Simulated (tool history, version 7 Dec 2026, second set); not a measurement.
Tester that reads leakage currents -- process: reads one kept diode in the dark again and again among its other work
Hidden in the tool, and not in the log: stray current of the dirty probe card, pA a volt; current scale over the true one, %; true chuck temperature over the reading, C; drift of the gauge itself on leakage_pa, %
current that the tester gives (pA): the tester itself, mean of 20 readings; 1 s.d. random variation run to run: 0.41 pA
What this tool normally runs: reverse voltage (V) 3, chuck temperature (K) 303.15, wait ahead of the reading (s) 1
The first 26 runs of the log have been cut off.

| run | day | reverse voltage (V) | chuck temperature (K) | wait ahead of the reading (s) | hours of work since the probe card was cleaned | hours of work since the tester was calibrated | hours of work since the chuck was calibrated | current that the tester gives (pA) |
|---|---|---|---|---|---|---|---|---|
| 27 | 101.521 | 3 | 303.15 | 9.72 | 2214 | 2568 | 1752 | 127.64 |
| 28 | 105.733 | 3 | 303.15 | 9.72 | 2287 | 2641 | 1824 | 127.35 |
| 29 | 110.562 | 5.63 | 303.15 | 1 | 2370 | 2723 | 1907 | 161.79 |
| 30 | 113.738 | 5.63 | 304.15 | 0.34 | 2424 | 2778 | 1962 | 176.99 |
| 31 | 117.888 | 2.95 | 309.15 | 4.1 | 2495 | 2849 | 2033 | 190.32 |
| 32 | 122.438 | 1.19 | 330.15 | 0.93 | 2573 | 2927 | 2111 | 521.03 |
|  | 123.142 | chuck's temperature calibrated |
| 33 | 126.4 | 15.2 | 303.15 | 4.23 | 2640 | 2994 | 56 | 263.62 |
| 34 | 128.95 | 15.2 | 303.15 | 4.23 | 2684 | 3038 | 100 | 264.61 |
| 35 | 133.2 | 15.2 | 312.15 | 4.23 | 2757 | 3111 | 173 | 476.61 |
| 36 | 135.958 | 7.2 | 303.15 | 1.3 | 2804 | 3158 | 220 | 195.05 |
| 37 | 140.767 | 7.2 | 303.15 | 1.3 | 2886 | 3240 | 302 | 194.59 |
| 38 | 145.208 | 1.53 | 303.15 | 0.56 | 2963 | 3317 | 379 | 107.58 |
|  | 148.862 | tester calibrated |
| 39 | 150.188 | 1.32 | 303.15 | 0.56 | 3047 | 23 | 463 | 99.97 |
| 40 | 155.596 | 1.32 | 297.15 | 0.57 | 3140 | 116 | 556 | 65.06 |

3 ways to go on from here, each from the tool as it stands after run 40. What would each give?
| A | 157.896 | 1.32 | 297.15 | 0.35 | 3179 | 155 | 595 | ? |
| B | 157.896 | 9.59 | 314.15 | 3.74 | 3179 | 155 | 595 | ? |
| C | 157.896 | 4.24 | 297.15 | 0.57 | 3179 | 155 | 595 | ? |

| run | current that the tester gives (pA) |
|---|---|
| A | 65.17 |
| B | 447.04 |
| C | 102.08 |
Take away the tool's hidden state, keep each run's random variation, and the runs would have read:
| run | current that the tester gives (pA) |
|---|---|
| A | 65.4 |
| B | 447.39 |
| C | 100.81 |
